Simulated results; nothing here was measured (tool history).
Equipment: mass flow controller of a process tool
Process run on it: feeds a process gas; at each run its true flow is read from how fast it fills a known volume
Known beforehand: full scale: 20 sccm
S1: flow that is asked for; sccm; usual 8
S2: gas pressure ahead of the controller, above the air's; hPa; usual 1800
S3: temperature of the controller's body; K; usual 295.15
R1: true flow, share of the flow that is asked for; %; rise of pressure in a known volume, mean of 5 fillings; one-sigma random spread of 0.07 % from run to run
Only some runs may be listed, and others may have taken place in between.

run,hour,S1,S2,S3,R1
1,0.0,8,1800,295.15,98.06
2,415.2,8,1800,295.15,98.24
3,934.6,8,1510,295.15,98.00
4,1273.1,8,1510,295.15,98.00
5,1742.4,8,2730,295.15,98.43
6,2129.6,8,1620,295.15,98.01
7,2437.1,8,1530,295.15,98.00
8,2680.0,8,1530,295.15,98.04
9,2946.8,8,1530,295.15,98.05
10,3363.8,8,1800,305.15,98.90
11,3634.0,8,2210,295.15,98.34
12,4018.7,8,2210,295.15,98.43
13,4562.6,8,2210,295.15,98.25
# hour 4713.7: controller's zero set anew
14,4936.1,8,2210,295.15,98.34
15,5464.3,8,1800,295.15,98.19
16,6021.4,8,1800,295.15,98.11
17,6435.3,6,1800,295.15,97.87
18,6902.3,6,1800,295.15,97.94
19,7272.6,6,1800,295.15,97.84
20,7836.9,8,1800,295.15,98.04
21,8191.6,8,1800,295.15,98.18
22,8448.2,8,2430,295.15,98.34
23,8779.2,8,1480,295.15,97.91
24,9263.4,8,1480,295.15,98.11
25,9787.4,12,1800,306.15,99.61
26,10169.0,18,1790,302.15,99.89
27,10716.1,11,1960,293.15,98.47
28,11172.7,11,1540,306.15,99.38
29,11708.0,8,1600,294.15,97.94
30,11942.1,8,2300,294.15,98.27
31,12297.7,8,2300,296.15,98.58
32,12818.2,9,2770,294.15,98.64
33,13095.0,9,2770,294.15,98.60
34,13434.9,9,2770,294.15,98.64
35,13848.2,8,2430,312.15,99.79
36,14291.2,2,1800,298.15,97.59
37,14547.7,19,1610,305.15,100.20
38,14949.0,19,2220,305.15,100.50
39,15380.7,20,2430,298.15,100.27
40,15617.6,20,1940,298.15,100.12
41,15877.2,20,1940,298.15,99.94
42,16331.9,20,1940,298.15,100.06
43,16576.3,4,1800,293.15,97.49
44,16957.1,3,1800,295.15,97.65
45,17239.0,14,1800,294.15,98.67
# hour 17771.7: controller's zero set anew
46,17784.9,14,1800,294.15,98.85
47,18041.6,14,1800,294.15,98.81
48,18607.3,14,1800,294.15,98.75

Alternative continuations, all from the tool just after run 48; predict every row:
A,18941.5,8,1410,308.15,?
B,18941.5,6,1850,295.15,?
C,18941.5,8,1800,294.15,?
D,18941.5,4,1650,294.15,?

run,R1
A,99.05
B,97.82
C,98.11
D,97.42
Take away the tool's hidden state, keep each run's random variation, and the runs would have read:
run,R1
A,99.06
B,97.82
C,98.12
D,97.43

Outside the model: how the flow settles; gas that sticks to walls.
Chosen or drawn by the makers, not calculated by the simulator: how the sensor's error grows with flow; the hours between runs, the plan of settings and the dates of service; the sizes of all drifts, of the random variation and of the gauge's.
